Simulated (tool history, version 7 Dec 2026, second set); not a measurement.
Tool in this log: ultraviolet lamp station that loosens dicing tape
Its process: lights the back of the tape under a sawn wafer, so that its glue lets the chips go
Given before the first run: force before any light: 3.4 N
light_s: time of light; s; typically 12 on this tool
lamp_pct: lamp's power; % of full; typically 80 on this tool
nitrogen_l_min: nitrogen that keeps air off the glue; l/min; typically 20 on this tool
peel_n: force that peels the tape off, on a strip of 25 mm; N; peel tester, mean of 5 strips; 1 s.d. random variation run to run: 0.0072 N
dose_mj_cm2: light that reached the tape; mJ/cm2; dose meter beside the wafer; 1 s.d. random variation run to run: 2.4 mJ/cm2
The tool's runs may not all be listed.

{"run": 1, "day": 0.0, "light_s": 12, "lamp_pct": 80, "nitrogen_l_min": 20, "peel_n": 0.313, "dose_mj_cm2": 219}
{"run": 2, "day": 1.154, "light_s": 12, "lamp_pct": 80, "nitrogen_l_min": 26, "peel_n": 0.305, "dose_mj_cm2": 222}
{"run": 3, "day": 2.2, "light_s": 12, "lamp_pct": 91, "nitrogen_l_min": 26, "peel_n": 0.25, "dose_mj_cm2": 249}
{"run": 4, "day": 2.8, "light_s": 12, "lamp_pct": 91, "nitrogen_l_min": 26, "peel_n": 0.252, "dose_mj_cm2": 249}
{"run": 5, "day": 3.721, "light_s": 12, "lamp_pct": 91, "nitrogen_l_min": 26, "peel_n": 0.242, "dose_mj_cm2": 248}
{"run": 6, "day": 4.554, "light_s": 12, "lamp_pct": 91, "nitrogen_l_min": 26, "peel_n": 0.261, "dose_mj_cm2": 243}
{"run": 7, "day": 5.812, "light_s": 8, "lamp_pct": 79, "nitrogen_l_min": 24, "peel_n": 0.62, "dose_mj_cm2": 143}
{"run": 8, "day": 6.654, "light_s": 19, "lamp_pct": 80, "nitrogen_l_min": 7, "peel_n": 0.284, "dose_mj_cm2": 345}
{"run": 9, "day": 7.808, "light_s": 19, "lamp_pct": 80, "nitrogen_l_min": 7, "peel_n": 0.287, "dose_mj_cm2": 339}
{"run": 10, "day": 8.65, "light_s": 19, "lamp_pct": 80, "nitrogen_l_min": 7, "peel_n": 0.297, "dose_mj_cm2": 338}
{"run": 11, "day": 9.254, "light_s": 14, "lamp_pct": 69, "nitrogen_l_min": 39, "peel_n": 0.273, "dose_mj_cm2": 213}

Below, each run's measurement less what the same run would have read without the hidden state. Both values contain the same run-to-run variation, but the gauge's scatter may not be the same in both:
The hidden state here: lamp's light, % of a new lamp's; light that the window lets through, % of a clean one's; drift of the gauge itself on peel_n, %; drift of the gauge itself on dose_mj_cm2, %.
run=1 peel_n=+0.069 dose_mj_cm2=-38
run=2 peel_n=+0.065 dose_mj_cm2=-40
run=3 peel_n=+0.048 dose_mj_cm2=-47
run=4 peel_n=+0.049 dose_mj_cm2=-47
run=5 peel_n=+0.050 dose_mj_cm2=-48
run=6 peel_n=+0.054 dose_mj_cm2=-50
run=7 peel_n=+0.157 dose_mj_cm2=-29
run=8 peel_n=+0.066 dose_mj_cm2=-74
run=9 peel_n=+0.071 dose_mj_cm2=-75
run=10 peel_n=+0.072 dose_mj_cm2=-77
run=11 peel_n=+0.069 dose_mj_cm2=-49

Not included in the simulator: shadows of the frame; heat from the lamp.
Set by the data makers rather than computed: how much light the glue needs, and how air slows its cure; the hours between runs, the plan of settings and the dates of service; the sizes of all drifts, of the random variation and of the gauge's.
